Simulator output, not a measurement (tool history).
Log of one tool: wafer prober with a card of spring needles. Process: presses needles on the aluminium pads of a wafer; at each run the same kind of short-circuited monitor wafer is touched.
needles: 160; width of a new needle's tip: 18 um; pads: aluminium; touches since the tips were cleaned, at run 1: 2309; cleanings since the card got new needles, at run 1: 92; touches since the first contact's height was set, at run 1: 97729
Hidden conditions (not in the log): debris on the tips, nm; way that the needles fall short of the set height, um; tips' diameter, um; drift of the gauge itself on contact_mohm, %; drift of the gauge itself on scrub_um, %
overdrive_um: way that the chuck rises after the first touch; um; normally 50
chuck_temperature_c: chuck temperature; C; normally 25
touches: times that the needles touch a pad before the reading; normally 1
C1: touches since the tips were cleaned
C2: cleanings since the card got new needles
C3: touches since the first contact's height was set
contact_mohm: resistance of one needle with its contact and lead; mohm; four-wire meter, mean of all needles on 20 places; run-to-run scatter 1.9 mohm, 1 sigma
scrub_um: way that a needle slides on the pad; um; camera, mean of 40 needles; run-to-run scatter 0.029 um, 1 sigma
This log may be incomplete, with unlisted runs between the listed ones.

{"run": 1, "hour": 0.0, "overdrive_um": 50, "chuck_temperature_c": 25, "touches": 1, "C1": 2309, "C2": 92, "C3": 97729, "contact_mohm": 283, "scrub_um": 10.32}
{"hour": 8.3, "done": "tips cleaned on abrasive film"}
{"run": 2, "hour": 19.0, "overdrive_um": 50, "chuck_temperature_c": 25, "touches": 1, "C1": 5961, "C2": 93, "C3": 108276, "contact_mohm": 323, "scrub_um": 10.32}
{"hour": 20.9, "done": "tips cleaned on abrasive film"}
{"hour": 34.2, "done": "tips cleaned on abrasive film"}
{"hour": 37.3, "done": "height of the first contact set anew"}
{"hour": 48.4, "done": "tips cleaned on abrasive film"}
{"run": 3, "hour": 49.2, "overdrive_um": 50, "chuck_temperature_c": 25, "touches": 1, "C1": 441, "C2": 96, "C3": 6595, "contact_mohm": 228, "scrub_um": 10.55}
{"hour": 60.1, "done": "tips cleaned on abrasive film"}
{"hour": 72.4, "done": "tips cleaned on abrasive film"}
{"run": 4, "hour": 81.6, "overdrive_um": 50, "chuck_temperature_c": 25, "touches": 1, "C1": 5149, "C2": 98, "C3": 24585, "contact_mohm": 311, "scrub_um": 10.49}
{"hour": 85.3, "done": "tips cleaned on abrasive film"}
{"hour": 98.2, "done": "tips cleaned on abrasive film"}
{"run": 5, "hour": 104.4, "overdrive_um": 50, "chuck_temperature_c": 25, "touches": 1, "C1": 3435, "C2": 100, "C3": 37172, "contact_mohm": 299, "scrub_um": 10.54}
{"hour": 110.9, "done": "tips cleaned on abrasive film"}
{"hour": 124.0, "done": "tips cleaned on abrasive film"}
{"hour": 136.0, "done": "tips cleaned on abrasive film"}
{"run": 6, "hour": 136.0, "overdrive_um": 50, "chuck_temperature_c": 25, "touches": 1, "C1": 0, "C2": 103, "C3": 54681, "contact_mohm": 214, "scrub_um": 10.43}
{"hour": 149.8, "done": "tips cleaned on abrasive film"}
{"hour": 161.3, "done": "tips cleaned on abrasive film"}
{"run": 7, "hour": 164.9, "overdrive_um": 50, "chuck_temperature_c": 45, "touches": 1, "C1": 2011, "C2": 105, "C3": 70735, "contact_mohm": 279, "scrub_um": 10.41}
{"hour": 173.1, "done": "tips cleaned on abrasive film"}
{"hour": 187.3, "done": "tips cleaned on abrasive film"}
{"run": 8, "hour": 194.9, "overdrive_um": 50, "chuck_temperature_c": 25, "touches": 1, "C1": 4285, "C2": 107, "C3": 87381, "contact_mohm": 319, "scrub_um": 10.34}
{"hour": 200.6, "done": "tips cleaned on abrasive film"}
{"hour": 213.6, "done": "tips cleaned on abrasive film"}
{"run": 9, "hour": 220.9, "overdrive_um": 50, "chuck_temperature_c": 25, "touches": 2, "C1": 4071, "C2": 109, "C3": 101776, "contact_mohm": 269, "scrub_um": 10.33}
{"hour": 226.4, "done": "tips cleaned on abrasive film"}
{"run": 10, "hour": 237.1, "overdrive_um": 50, "chuck_temperature_c": 25, "touches": 2, "C1": 5963, "C2": 110, "C3": 110758, "contact_mohm": 284, "scrub_um": 10.3}
{"hour": 239.0, "done": "tips cleaned on abrasive film"}
{"hour": 250.3, "done": "height of the first contact set anew"}
{"hour": 253.0, "done": "tips cleaned on abrasive film"}
{"hour": 265.7, "done": "tips cleaned on abrasive film"}
{"run": 11, "hour": 268.7, "overdrive_um": 50, "chuck_temperature_c": 25, "touches": 2, "C1": 1667, "C2": 113, "C3": 10140, "contact_mohm": 244, "scrub_um": 10.53}
{"hour": 279.3, "done": "tips cleaned on abrasive film"}
{"run": 12, "hour": 285.3, "overdrive_um": 50, "chuck_temperature_c": 25, "touches": 2, "C1": 3360, "C2": 114, "C3": 19376, "contact_mohm": 263, "scrub_um": 10.52}
{"hour": 292.1, "done": "tips cleaned on abrasive film"}
{"hour": 306.1, "done": "tips cleaned on abrasive film"}
{"run": 13, "hour": 314.4, "overdrive_um": 50, "chuck_temperature_c": 25, "touches": 2, "C1": 4637, "C2": 116, "C3": 35502, "contact_mohm": 270, "scrub_um": 10.47}
{"hour": 320.2, "done": "tips cleaned on abrasive film"}
{"hour": 332.8, "done": "tips cleaned on abrasive film"}
{"hour": 345.2, "done": "tips cleaned on abrasive film"}
{"run": 14, "hour": 345.8, "overdrive_um": 50, "chuck_temperature_c": 25, "touches": 2, "C1": 315, "C2": 119, "C3": 52897, "contact_mohm": 216, "scrub_um": 10.36}
{"hour": 358.5, "done": "tips cleaned on abrasive film"}
{"hour": 370.8, "done": "tips cleaned on abrasive film"}
{"run": 15, "hour": 370.8, "overdrive_um": 39, "chuck_temperature_c": 109, "touches": 1, "C1": 0, "C2": 121, "C3": 66747, "contact_mohm": 259, "scrub_um": 8.08}
{"hour": 382.5, "done": "tips cleaned on abrasive film"}
{"hour": 396.4, "done": "tips cleaned on abrasive film"}
{"run": 16, "hour": 399.0, "overdrive_um": 31, "chuck_temperature_c": 25, "touches": 2, "C1": 1446, "C2": 123, "C3": 82410, "contact_mohm": 317, "scrub_um": 6.31}
{"hour": 408.0, "done": "tips cleaned on abrasive film"}
{"hour": 420.1, "done": "tips cleaned on abrasive film"}
{"run": 17, "hour": 429.6, "overdrive_um": 31, "chuck_temperature_c": 25, "touches": 2, "C1": 5308, "C2": 125, "C3": 99411, "contact_mohm": 414, "scrub_um": 6.31}
{"hour": 434.2, "done": "tips cleaned on abrasive film"}
{"hour": 446.7, "done": "tips cleaned on abrasive film"}
{"hour": 459.9, "done": "tips cleaned on abrasive film"}
{"run": 18, "hour": 462.4, "overdrive_um": 31, "chuck_temperature_c": 25, "touches": 2, "C1": 1381, "C2": 128, "C3": 117545, "contact_mohm": 329, "scrub_um": 6.28}
{"hour": 465.5, "done": "height of the first contact set anew"}
{"hour": 472.6, "done": "tips cleaned on abrasive film"}
{"hour": 484.8, "done": "tips cleaned on abrasive film"}
{"run": 19, "hour": 492.3, "overdrive_um": 31, "chuck_temperature_c": 25, "touches": 2, "C1": 4168, "C2": 130, "C3": 14819, "contact_mohm": 387, "scrub_um": 6.51}
{"hour": 496.5, "done": "tips cleaned on abrasive film"}
{"hour": 509.4, "done": "tips cleaned on abrasive film"}
{"run": 20, "hour": 515.2, "overdrive_um": 31, "chuck_temperature_c": 25, "touches": 2, "C1": 3249, "C2": 132, "C3": 27516, "contact_mohm": 380, "scrub_um": 6.47}
{"hour": 523.0, "done": "tips cleaned on abrasive film"}
{"hour": 534.9, "done": "tips cleaned on abrasive film"}
{"run": 21, "hour": 545.4, "overdrive_um": 31, "chuck_temperature_c": 25, "touches": 2, "C1": 5861, "C2": 134, "C3": 44262, "contact_mohm": 413, "scrub_um": 6.45}
{"hour": 547.1, "done": "tips cleaned on abrasive film"}
{"hour": 560.5, "done": "tips cleaned on abrasive film"}
{"run": 22, "hour": 564.0, "overdrive_um": 56, "chuck_temperature_c": 25, "touches": 1, "C1": 1958, "C2": 136, "C3": 54584, "contact_mohm": 256, "scrub_um": 11.72}
{"hour": 573.9, "done": "tips cleaned on abrasive film"}
{"hour": 587.8, "done": "tips cleaned on abrasive film"}
{"hour": 601.2, "done": "tips cleaned on abrasive film"}
{"run": 23, "hour": 603.1, "overdrive_um": 50, "chuck_temperature_c": 25, "touches": 3, "C1": 1053, "C2": 139, "C3": 76246, "contact_mohm": 229, "scrub_um": 10.35}
{"hour": 613.1, "done": "tips cleaned on abrasive film"}
{"hour": 624.6, "done": "tips cleaned on abrasive film"}
{"run": 24, "hour": 624.6, "overdrive_um": 50, "chuck_temperature_c": 25, "touches": 3, "C1": 0, "C2": 141, "C3": 88171, "contact_mohm": 207, "scrub_um": 10.3}
{"hour": 636.6, "done": "tips cleaned on abrasive film"}
{"hour": 648.6, "done": "tips cleaned on abrasive film"}
{"run": 25, "hour": 649.4, "overdrive_um": 50, "chuck_temperature_c": 25, "touches": 3, "C1": 463, "C2": 143, "C3": 101892, "contact_mohm": 218, "scrub_um": 10.26}
{"hour": 661.8, "done": "tips cleaned on abrasive film"}
{"hour": 674.2, "done": "tips cleaned on abrasive film"}
{"hour": 679.7, "done": "height of the first contact set anew"}
{"hour": 686.0, "done": "tips cleaned on abrasive film"}
{"run": 26, "hour": 688.3, "overdrive_um": 50, "chuck_temperature_c": 25, "touches": 3, "C1": 1294, "C2": 146, "C3": 4772, "contact_mohm": 223, "scrub_um": 10.63}
{"hour": 698.4, "done": "tips cleaned on abrasive film"}
{"run": 27, "hour": 704.3, "overdrive_um": 47, "chuck_temperature_c": 35, "touches": 2, "C1": 3310, "C2": 147, "C3": 13654, "contact_mohm": 278, "scrub_um": 9.91}

How the hidden state differs across the entries between the runs, from the last listed run before each to the first after it:
After run 1, before run 2: tips cleaned on abrasive film (hour 8.3)
  debris on the tips, nm: 77.6 -> 108.6; way that the needles fall short of the set height, um: 1.16 -> 1.23; tips' diameter, um: 20.93 -> 20.95
  measured minus no-state result, contact_mohm: +85 -> +121 mohm; scrub_um: -0.25 -> -0.26 um
After run 2, before run 3: tips cleaned on abrasive film (hour 20.9); tips cleaned on abrasive film (hour 34.2); height of the first contact set anew (hour 37.3); tips cleaned on abrasive film (hour 48.4)
  debris on the tips, nm: 108.6 -> 24.9; way that the needles fall short of the set height, um: 1.23 -> 0.08; tips' diameter, um: 20.95 -> 21.04
  measured minus no-state result, contact_mohm: +121 -> +29 mohm; scrub_um: -0.26 -> -0.01 um
After run 3, before run 4: tips cleaned on abrasive film (hour 60.1); tips cleaned on abrasive film (hour 72.4)
  debris on the tips, nm: 24.9 -> 108; way that the needles fall short of the set height, um: 0.08 -> 0.27; tips' diameter, um: 21.04 -> 21.11
  measured minus no-state result, contact_mohm: +29 -> +113 mohm; scrub_um: -0.01 -> -0.06 um
After run 4, before run 5: tips cleaned on abrasive film (hour 85.3); tips cleaned on abrasive film (hour 98.2)
  debris on the tips, nm: 108 -> 93.6; way that the needles fall short of the set height, um: 0.27 -> 0.45; tips' diameter, um: 21.11 -> 21.17
  measured minus no-state result, contact_mohm: +113 -> +102 mohm; scrub_um: -0.06 -> -0.09 um
After run 5, before run 6: tips cleaned on abrasive film (hour 110.9); tips cleaned on abrasive film (hour 124); tips cleaned on abrasive film (hour 136)
  debris on the tips, nm: 93.6 -> 11; way that the needles fall short of the set height, um: 0.45 -> 0.76; tips' diameter, um: 21.17 -> 21.28
  measured minus no-state result, contact_mohm: +102 -> +15 mohm; scrub_um: -0.09 -> -0.16 um
After run 6, before run 7: tips cleaned on abrasive film (hour 149.8); tips cleaned on abrasive film (hour 161.3)
  debris on the tips, nm: 11 -> 66.8; way that the needles fall short of the set height, um: 0.76 -> 0.91; tips' diameter, um: 21.28 -> 21.33
  measured minus no-state result, contact_mohm: +15 -> +75 mohm; scrub_um: -0.16 -> -0.2 um
After run 7, before run 8: tips cleaned on abrasive film (hour 173.1); tips cleaned on abrasive film (hour 187.3)
  debris on the tips, nm: 66.8 -> 101; way that the needles fall short of the set height, um: 0.91 -> 1.11; tips' diameter, um: 21.33 -> 21.4
  measured minus no-state result, contact_mohm: +75 -> +117 mohm; scrub_um: -0.2 -> -0.24 um
After run 8, before run 9: tips cleaned on abrasive film (hour 200.6); tips cleaned on abrasive film (hour 213.6)
  debris on the tips, nm: 101 -> 94.1; way that the needles fall short of the set height, um: 1.11 -> 1.32; tips' diameter, um: 21.4 -> 21.48
  measured minus no-state result, contact_mohm: +117 -> +68 mohm; scrub_um: -0.24 -> -0.28 um
After run 9, before run 10: tips cleaned on abrasive film (hour 226.4)
  debris on the tips, nm: 94.1 -> 112.8; way that the needles fall short of the set height, um: 1.32 -> 1.41; tips' diameter, um: 21.48 -> 21.51
  measured minus no-state result, contact_mohm: +68 -> +82 mohm; scrub_um: -0.28 -> -0.3 um
After run 10, before run 11: tips cleaned on abrasive film (hour 239); height of the first contact set anew (hour 250.3); tips cleaned on abrasive film (hour 253); tips cleaned on abrasive film (hour 265.7)
  debris on the tips, nm: 112.8 -> 58.8; way that the needles fall short of the set height, um: 1.41 -> 0.19; tips' diameter, um: 21.51 -> 21.61
  measured minus no-state result, contact_mohm: +82 -> +42 mohm; scrub_um: -0.3 -> -0.04 um
After run 11, before run 12: tips cleaned on abrasive film (hour 279.3)
  debris on the tips, nm: 58.8 -> 89.6; way that the needles fall short of the set height, um: 0.19 -> 0.31; tips' diameter, um: 21.61 -> 21.65
  measured minus no-state result, contact_mohm: +42 -> +62 mohm; scrub_um: -0.04 -> -0.07 um
After run 12, before run 13: tips cleaned on abrasive film (hour 292.1); tips cleaned on abrasive film (hour 306.1)
  debris on the tips, nm: 89.6 -> 98.6; way that the needles fall short of the set height, um: 0.31 -> 0.48; tips' diameter, um: 21.65 -> 21.71
  measured minus no-state result, contact_mohm: +62 -> +70 mohm; scrub_um: -0.07 -> -0.1 um
After run 13, before run 14: tips cleaned on abrasive film (hour 320.2); tips cleaned on abrasive film (hour 332.8); tips cleaned on abrasive film (hour 345.2)
  debris on the tips, nm: 98.6 -> 19.5; way that the needles fall short of the set height, um: 0.48 -> 0.73; tips' diameter, um: 21.71 -> 21.8
  measured minus no-state result, contact_mohm: +70 -> +18 mohm; scrub_um: -0.1 -> -0.16 um
After run 14, before run 15: tips cleaned on abrasive film (hour 358.5); tips cleaned on abrasive film (hour 370.8)
  debris on the tips, nm: 19.5 -> 12.9; way that the needles fall short of the set height, um: 0.73 -> 0.92; tips' diameter, um: 21.8 -> 21.86
  measured minus no-state result, contact_mohm: +18 -> +28 mohm; scrub_um: -0.16 -> -0.2 um
After run 15, before run 16: tips cleaned on abrasive film (hour 382.5); tips cleaned on abrasive film (hour 396.4)
  debris on the tips, nm: 12.9 -> 53.6; way that the needles fall short of the set height, um: 0.92 -> 1.15; tips' diameter, um: 21.86 -> 21.94
  measured minus no-state result, contact_mohm: +28 -> +102 mohm; scrub_um: -0.2 -> -0.24 um
After run 16, before run 17: tips cleaned on abrasive film (hour 408); tips cleaned on abrasive film (hour 420.1)
  debris on the tips, nm: 53.6 -> 110.9; way that the needles fall short of the set height, um: 1.15 -> 1.33; tips' diameter, um: 21.94 -> 22.01
  measured minus no-state result, contact_mohm: +102 -> +202 mohm; scrub_um: -0.24 -> -0.29 um
After run 17, before run 18: tips cleaned on abrasive film (hour 434.2); tips cleaned on abrasive film (hour 446.7); tips cleaned on abrasive film (hour 459.9)
  debris on the tips, nm: 110.9 -> 60.1; way that the needles fall short of the set height, um: 1.33 -> 1.62; tips' diameter, um: 22.01 -> 22.11
  measured minus no-state result, contact_mohm: +202 -> +118 mohm; scrub_um: -0.29 -> -0.34 um
After run 18, before run 19: height of the first contact set anew (hour 465.5); tips cleaned on abrasive film (hour 472.6); tips cleaned on abrasive film (hour 484.8)
  debris on the tips, nm: 60.1 -> 100.6; way that the needles fall short of the set height, um: 1.62 -> 0.22; tips' diameter, um: 22.11 -> 22.19
  measured minus no-state result, contact_mohm: +118 -> +174 mohm; scrub_um: -0.34 -> -0.05 um
After run 19, before run 20: tips cleaned on abrasive film (hour 496.5); tips cleaned on abrasive film (hour 509.4)
  debris on the tips, nm: 100.6 -> 91.6; way that the needles fall short of the set height, um: 0.22 -> 0.4; tips' diameter, um: 22.19 -> 22.25
  measured minus no-state result, contact_mohm: +174 -> +165 mohm; scrub_um: -0.05 -> -0.09 um
After run 20, before run 21: tips cleaned on abrasive film (hour 523); tips cleaned on abrasive film (hour 534.9)
  debris on the tips, nm: 91.6 -> 110; way that the needles fall short of the set height, um: 0.4 -> 0.58; tips' diameter, um: 22.25 -> 22.31
  measured minus no-state result, contact_mohm: +165 -> +198 mohm; scrub_um: -0.09 -> -0.13 um
After run 21, before run 22: tips cleaned on abrasive film (hour 547.1); tips cleaned on abrasive film (hour 560.5)
  debris on the tips, nm: 110 -> 57.8; way that the needles fall short of the set height, um: 0.58 -> 0.79; tips' diameter, um: 22.31 -> 22.39
  measured minus no-state result, contact_mohm: +198 -> +59 mohm; scrub_um: -0.13 -> -0.17 um
After run 22, before run 23: tips cleaned on abrasive film (hour 573.9); tips cleaned on abrasive film (hour 587.8); tips cleaned on abrasive film (hour 601.2)
  debris on the tips, nm: 57.8 -> 51.2; way that the needles fall short of the set height, um: 0.79 -> 1.08; tips' diameter, um: 22.39 -> 22.49
  measured minus no-state result, contact_mohm: +59 -> +28 mohm; scrub_um: -0.17 -> -0.23 um
After run 23, before run 24: tips cleaned on abrasive film (hour 613.1); tips cleaned on abrasive film (hour 624.6)
  debris on the tips, nm: 51.2 -> 9.3; way that the needles fall short of the set height, um: 1.08 -> 1.25; tips' diameter, um: 22.49 -> 22.55
  measured minus no-state result, contact_mohm: +28 -> +9 mohm; scrub_um: -0.23 -> -0.26 um
After run 24, before run 25: tips cleaned on abrasive film (hour 636.6); tips cleaned on abrasive film (hour 648.6)
  debris on the tips, nm: 9.3 -> 23.4; way that the needles fall short of the set height, um: 1.25 -> 1.39; tips' diameter, um: 22.55 -> 22.6
  measured minus no-state result, contact_mohm: +9 -> +16 mohm; scrub_um: -0.26 -> -0.29 um
After run 25, before run 26: tips cleaned on abrasive film (hour 661.8); tips cleaned on abrasive film (hour 674.2); height of the first contact set anew (hour 679.7); tips cleaned on abrasive film (hour 686)
  debris on the tips, nm: 23.4 -> 54.8; way that the needles fall short of the set height, um: 1.39 -> 0.08; tips' diameter, um: 22.6 -> 22.69
  measured minus no-state result, contact_mohm: +16 -> +27 mohm; scrub_um: -0.29 -> -0.02 um
After run 26, before run 27: tips cleaned on abrasive film (hour 698.4)
  debris on the tips, nm: 54.8 -> 86.6; way that the needles fall short of the set height, um: 0.08 -> 0.19; tips' diameter, um: 22.69 -> 22.72
  measured minus no-state result, contact_mohm: +27 -> +74 mohm; scrub_um: -0.02 -> -0.04 um

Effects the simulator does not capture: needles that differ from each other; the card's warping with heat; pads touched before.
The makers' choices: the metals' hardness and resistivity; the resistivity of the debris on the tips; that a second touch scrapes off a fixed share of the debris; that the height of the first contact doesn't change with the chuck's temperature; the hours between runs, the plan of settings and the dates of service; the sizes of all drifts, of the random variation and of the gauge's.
